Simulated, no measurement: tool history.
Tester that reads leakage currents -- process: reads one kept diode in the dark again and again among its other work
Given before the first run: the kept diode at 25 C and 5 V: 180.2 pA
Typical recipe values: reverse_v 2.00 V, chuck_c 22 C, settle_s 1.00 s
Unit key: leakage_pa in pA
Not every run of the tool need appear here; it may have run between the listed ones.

run	hour	reverse_v	chuck_c	settle_s	leakage_pa
1	0.0	2.00	22	1.00	93.54
2	18.1	2.00	22	1.00	93.08
3	51.3	2.00	22	1.00	93.16
4	86.1	2.00	22	1.00	93.29
5	105.9	2.00	22	1.00	93.26
# hour 117.3: probe card cleaned and baked
6	136.8	2.00	22	1.45	92.16
# hour 156.2: chuck's temperature calibrated
7	169.7	2.00	22	1.45	106.18
8	198.7	2.00	22	1.45	106.10
9	234.3	2.00	22	1.45	106.45
10	259.8	2.00	22	1.00	106.90
11	289.6	9.92	22	1.00	175.41
12	327.5	2.00	22	1.00	106.07
13	352.4	2.00	22	1.00	106.10
14	392.4	2.00	22	1.00	105.67
15	418.5	2.00	22	1.00	106.26
16	447.4	2.00	22	1.00	106.16
17	483.5	2.00	41	1.00	486.38
18	519.7	2.00	41	1.00	485.76
19	546.2	2.00	41	1.00	485.06
20	567.6	2.00	22	1.00	105.05
21	593.9	2.00	22	2.02	105.41
22	619.0	2.00	22	2.02	104.87
23	651.1	2.00	22	2.02	104.71
24	677.2	2.00	22	2.02	104.28
25	713.3	11.66	23	1.56	199.51
26	736.5	11.66	23	1.56	199.62
27	772.7	2.00	22	1.88	105.33
28	813.3	3.58	37	0.34	428.84
29	841.7	15.19	29	0.40	362.63
30	874.6	15.19	29	0.40	364.01
31	898.6	15.19	29	0.40	363.59
32	935.3	2.00	20	0.77	88.56
33	959.3	2.71	22	1.00	115.59
34	999.5	14.62	22	1.00	198.75
35	1030.4	14.62	22	1.00	198.55
36	1059.2	1.83	38	1.00	371.40
37	1095.8	1.83	38	1.00	372.25
38	1121.2	1.02	38	1.38	308.73
39	1164.5	1.02	59	1.38	1418.53
40	1193.2	1.91	50	1.00	913.94

Each row is a separate what-if for the run after 40, all from the same tool condition, not one after another. Results?
A	1221.1	2.23	55	5.59	?
B	1221.1	2.00	56	4.70	?
C	1221.1	2.00	39	1.00	?
D	1221.1	1.45	21	1.58	?

run	leakage_pa
A	1355.83
B	1410.80
C	408.70
D	86.29
With no hidden state in the tool, these same runs would have given:
run	leakage_pa
A	1382.61
B	1438.56
C	417.31
D	88.10

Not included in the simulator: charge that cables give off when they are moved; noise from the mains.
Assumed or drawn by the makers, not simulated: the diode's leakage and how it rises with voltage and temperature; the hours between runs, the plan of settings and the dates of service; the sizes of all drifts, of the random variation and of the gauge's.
